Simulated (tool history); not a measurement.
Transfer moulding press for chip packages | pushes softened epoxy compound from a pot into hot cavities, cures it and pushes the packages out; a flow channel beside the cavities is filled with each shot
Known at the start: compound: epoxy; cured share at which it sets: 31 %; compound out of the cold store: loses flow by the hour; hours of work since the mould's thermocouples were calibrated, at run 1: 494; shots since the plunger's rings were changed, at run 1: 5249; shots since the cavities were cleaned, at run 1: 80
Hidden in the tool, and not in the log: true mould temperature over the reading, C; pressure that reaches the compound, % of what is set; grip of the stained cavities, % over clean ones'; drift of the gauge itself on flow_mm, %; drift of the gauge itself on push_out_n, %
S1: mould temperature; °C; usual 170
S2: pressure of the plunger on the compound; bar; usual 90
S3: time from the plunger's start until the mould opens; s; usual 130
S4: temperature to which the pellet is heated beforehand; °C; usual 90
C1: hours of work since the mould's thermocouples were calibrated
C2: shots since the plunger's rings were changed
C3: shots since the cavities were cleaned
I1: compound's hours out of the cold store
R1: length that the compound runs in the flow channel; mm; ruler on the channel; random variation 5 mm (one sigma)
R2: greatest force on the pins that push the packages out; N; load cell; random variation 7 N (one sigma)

run 1 hour=0 | S1=170 S2=90 S3=130 S4=90 | C1=494 C2=5249 C3=80 | I1=36.6 | R1=752 R2=310
run 2 hour=10.6 | S1=170 S2=90 S3=130 S4=90 | C1=502 C2=5368 C3=199 | I1=8.1 | R1=803 R2=356
run 3 hour=24.8 | S1=170 S2=90 S3=130 S4=90 | C1=513 C2=5528 C3=359 | I1=42.3 | R1=739 R2=386
run 4 hour=36.4 | S1=170 S2=90 S3=130 S4=90 | C1=521 C2=5659 C3=490 | I1=27.9 | R1=765 R2=436
-- hour=51 cavities cleaned with cleaning compound and waxed
run 5 hour=52.6 | S1=170 S2=90 S3=130 S4=90 | C1=532 C2=5825 C3=18 | I1=11.3 | R1=797 R2=292
run 6 hour=63.3 | S1=170 S2=90 S3=130 S4=90 | C1=540 C2=5946 C3=139 | I1=10.9 | R1=801 R2=341
run 7 hour=74.5 | S1=170 S2=90 S3=130 S4=97 | C1=548 C2=6073 C3=266 | I1=47.3 | R1=721 R2=359
run 8 hour=81.8 | S1=170 S2=90 S3=130 S4=97 | C1=554 C2=6155 C3=348 | I1=41.5 | R1=741 R2=377
-- hour=95.7 plunger's sealing rings changed
run 9 hour=99.5 | S1=170 S2=90 S3=130 S4=90 | C1=565 C2=44 C3=520 | I1=22.1 | R1=813 R2=429
-- hour=110.8 cavities cleaned with cleaning compound and waxed
run 10 hour=116.3 | S1=170 S2=90 S3=130 S4=90 | C1=576 C2=217 C3=63 | I1=16.7 | R1=818 R2=302
run 11 hour=124.6 | S1=170 S2=90 S3=130 S4=90 | C1=583 C2=310 C3=156 | I1=43.8 | R1=764 R2=328
run 12 hour=138.6 | S1=170 S2=90 S3=130 S4=90 | C1=593 C2=467 C3=313 | I1=47.4 | R1=756 R2=384
run 13 hour=151.4 | S1=170 S2=73.1 S3=130 S4=90 | C1=602 C2=612 C3=458 | I1=35 | R1=703 R2=424
run 14 hour=161.7 | S1=170 S2=73.1 S3=130 S4=90 | C1=610 C2=729 C3=575 | I1=47.8 | R1=681 R2=431
-- hour=169.2 cavities cleaned with cleaning compound and waxed
run 15 hour=178.9 | S1=170 S2=73.1 S3=114 S4=90 | C1=622 C2=906 C3=110 | I1=32.6 | R1=715 R2=370
run 16 hour=193.8 | S1=167 S2=71.3 S3=126 S4=83 | C1=633 C2=1074 C3=278 | I1=38.8 | R1=698 R2=412
run 17 hour=210.2 | S1=167 S2=71.3 S3=126 S4=83 | C1=645 C2=1259 C3=463 | I1=33.8 | R1=696 R2=449
run 18 hour=223.5 | S1=170 S2=95.4 S3=130 S4=98 | C1=655 C2=1410 C3=614 | I1=22.7 | R1=819 R2=444
-- hour=227.3 cavities cleaned with cleaning compound and waxed
run 19 hour=237.1 | S1=170 S2=95.4 S3=130 S4=98 | C1=664 C2=1546 C3=111 | I1=24.2 | R1=832 R2=331
-- hour=240.5 mould's thermocouples calibrated
run 20 hour=253.3 | S1=170 S2=95.4 S3=130 S4=98 | C1=9 C2=1706 C3=271 | I1=40.8 | R1=778 R2=356
run 21 hour=267.9 | S1=170 S2=78 S3=124 S4=90 | C1=20 C2=1871 C3=436 | I1=47.8 | R1=698 R2=412
run 22 hour=275.6 | S1=170 S2=102.9 S3=130 S4=87 | C1=26 C2=1958 C3=523 | I1=30.5 | R1=836 R2=443
-- hour=282.5 mould's thermocouples calibrated, once more
-- hour=288.5 cavities cleaned with cleaning compound and waxed
run 23 hour=291.8 | S1=170 S2=98.5 S3=130 S4=88 | C1=6 C2=2101 C3=37 | I1=45.1 | R1=793 R2=310
run 24 hour=301.8 | S1=170 S2=68.5 S3=130 S4=90 | C1=13 C2=2214 C3=150 | I1=34.8 | R1=680 R2=349
run 25 hour=315.6 | S1=177 S2=68.5 S3=131 S4=90 | C1=23 C2=2370 C3=306 | I1=9.5 | R1=716 R2=359
run 26 hour=323.4 | S1=177 S2=81.1 S3=131 S4=90 | C1=29 C2=2458 C3=394 | I1=34.4 | R1=719 R2=367
run 27 hour=337.3 | S1=175 S2=84.6 S3=155 S4=86 | C1=40 C2=2615 C3=551 | I1=46.5 | R1=717 R2=405

5 ways to go on from here, each from the tool as it stands after run 27. What would each give?
-- hour=346.5 cavities cleaned with cleaning compound and waxed
run A hour=350.7 | S1=165 S2=68.4 S3=117 S4=90 | C1=48 C2=2749 C3=48 | I1=32 | R1=? R2=?
-- hour=346.5 cavities cleaned with cleaning compound and waxed
run B hour=350.7 | S1=175 S2=73.6 S3=119 S4=86 | C1=48 C2=2749 C3=48 | I1=40.9 | R1=? R2=?
-- hour=346.5 cavities cleaned with cleaning compound and waxed
run C hour=350.7 | S1=170 S2=68.8 S3=154 S4=92 | C1=48 C2=2749 C3=48 | I1=25.4 | R1=? R2=?
-- hour=346.5 cavities cleaned with cleaning compound and waxed
run D hour=350.7 | S1=169 S2=107.6 S3=155 S4=86 | C1=48 C2=2749 C3=48 | I1=26.7 | R1=? R2=?
-- hour=346.5 cavities cleaned with cleaning compound and waxed
run E hour=350.7 | S1=171 S2=73.7 S3=131 S4=86 | C1=48 C2=2749 C3=48 | I1=9.5 | R1=? R2=?

run=A R1=684 R2=470
run=B R1=680 R2=284
run=C R1=701 R2=278
run=D R1=859 R2=294
run=E R1=744 R2=304
Without the tool's hidden state the same runs would have given:
run=A R1=699 R2=430
run=B R1=695 R2=259
run=C R1=716 R2=253
run=D R1=878 R2=268
run=E R1=760 R2=277
